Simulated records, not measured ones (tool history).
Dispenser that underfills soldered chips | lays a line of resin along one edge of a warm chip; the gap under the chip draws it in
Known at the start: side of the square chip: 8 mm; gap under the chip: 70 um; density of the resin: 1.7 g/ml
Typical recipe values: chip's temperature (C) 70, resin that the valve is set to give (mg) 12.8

| run | day | chip's temperature (C) | resin that the valve is set to give (mg) | time until the resin shows at the far edge (s) | resin that the valve gave (mg) |
|---|---|---|---|---|---|
| 1 | 0.000 | 70 | 12.8 | 23.6 | 12.52 |
|  | 0.288 | dispensing valve cleaned and set on the balance |
| 2 | 0.408 | 70 | 12.8 | 38.2 | 12.76 |
|  | 0.462 | new syringe of resin |
| 3 | 0.742 | 70 | 12.8 | 27.9 | 12.82 |
|  | 0.988 | new syringe of resin |
| 4 | 1.162 | 70 | 12.8 | 25.3 | 12.79 |
|  | 1.504 | new syringe of resin |
| 5 | 1.550 | 70 | 12.8 | 21.6 | 12.75 |
| 6 | 1.925 | 70 | 14.2 | 34.1 | 14.09 |
|  | 2.050 | new syringe of resin |
| 7 | 2.429 | 70 | 12.8 | 32.8 | 12.67 |
|  | 2.579 | new syringe of resin |
| 8 | 2.762 | 69 | 12.8 | 26.9 | 12.72 |
| 9 | 2.962 | 69 | 13.6 | 34.3 | 13.41 |
|  | 3.088 | new syringe of resin |
|  | 3.238 | dispensing valve cleaned and set on the balance |
| 10 | 3.346 | 69 | 11.3 | 27.4 | 11.34 |
|  | 3.654 | new syringe of resin |
| 11 | 3.704 | 69 | 11.3 | 22.7 | 11.25 |
| 12 | 3.946 | 69 | 11.3 | 31.5 | 11.24 |
|  | 4.162 | new syringe of resin |
| 13 | 4.238 | 79 | 12.8 | 14.0 | 12.72 |
| 14 | 4.533 | 82 | 12.8 | 18.4 | 12.74 |
|  | 4.696 | new syringe of resin |
| 15 | 4.954 | 70 | 12.8 | 27.9 | 12.65 |
|  | 5.208 | new syringe of resin |
| 16 | 5.279 | 70 | 15.8 | 22.0 | 15.65 |
| 17 | 5.646 | 70 | 15.0 | 35.0 | 14.80 |
|  | 5.725 | new syringe of resin |
| 18 | 6.025 | 69 | 12.8 | 31.6 | 12.61 |
|  | 6.175 | dispensing valve cleaned and set on the balance |
|  | 6.275 | new syringe of resin |
| 19 | 6.446 | 56 | 13.5 | 48.8 | 13.48 |
|  | 6.796 | new syringe of resin |
| 20 | 6.850 | 56 | 13.5 | 42.1 | 13.44 |
|  | 7.325 | new syringe of resin |
| 21 | 7.325 | 73 | 15.6 | 17.4 | 15.45 |
| 22 | 7.617 | 82 | 13.1 | 17.7 | 13.08 |
|  | 7.867 | new syringe of resin |
| 23 | 7.942 | 71 | 11.5 | 22.4 | 11.37 |
| 24 | 8.250 | 55 | 12.4 | 69.6 | 12.22 |
|  | 8.375 | new syringe of resin |
| 25 | 8.721 | 55 | 12.4 | 66.4 | 12.12 |
|  | 8.912 | new syringe of resin |
|  | 9.117 | dispensing valve cleaned and set on the balance |
| 26 | 9.221 | 55 | 12.4 | 58.9 | 12.36 |
|  | 9.458 | new syringe of resin |
| 27 | 9.583 | 55 | 12.4 | 48.6 | 12.35 |
| 28 | 9.908 | 57 | 11.0 | 68.6 | 10.91 |
|  | 9.996 | new syringe of resin |
| 29 | 10.346 | 64 | 11.4 | 43.0 | 11.27 |
|  | 10.508 | new syringe of resin |
| 30 | 10.721 | 64 | 14.9 | 33.5 | 14.77 |
|  | 11.021 | new syringe of resin |
| 31 | 11.021 | 74 | 14.4 | 16.1 | 14.25 |
| 32 | 11.271 | 74 | 14.4 | 23.0 | 14.17 |
|  | 11.562 | new syringe of resin |
| 33 | 11.696 | 74 | 14.4 | 19.8 | 14.15 |
|  | 12.062 | dispensing valve cleaned and set on the balance |
| 34 | 12.062 | 74 | 14.4 | 30.3 | 14.39 |
|  | 12.121 | new syringe of resin |
| 35 | 12.408 | 82 | 14.9 | 17.1 | 14.91 |

Below are 4 alternative next runs, each starting from the tool's condition after run 35. Predict each:
|  | 12.633 | new syringe of resin |
| A | 12.754 | 73 | 14.0 | ? | ? |
|  | 12.633 | new syringe of resin |
| B | 12.754 | 82 | 14.2 | ? | ? |
|  | 12.633 | new syringe of resin |
| C | 12.754 | 82 | 12.2 | ? | ? |
|  | 12.633 | new syringe of resin |
| D | 12.754 | 72 | 16.1 | ? | ? |

| run | time until the resin shows at the far edge (s) | resin that the valve gave (mg) |
|---|---|---|
| A | 20.9 | 13.93 |
| B | 13.5 | 14.19 |
| C | 14.0 | 12.15 |
| D | 21.4 | 16.05 |
Take away the tool's hidden state, keep each run's random variation, and the runs would have read:
| run | time until the resin shows at the far edge (s) | resin that the valve gave (mg) |
|---|---|---|
| A | 17.0 | 13.96 |
| B | 10.9 | 14.22 |
| C | 11.4 | 12.18 |
| D | 17.4 | 16.09 |
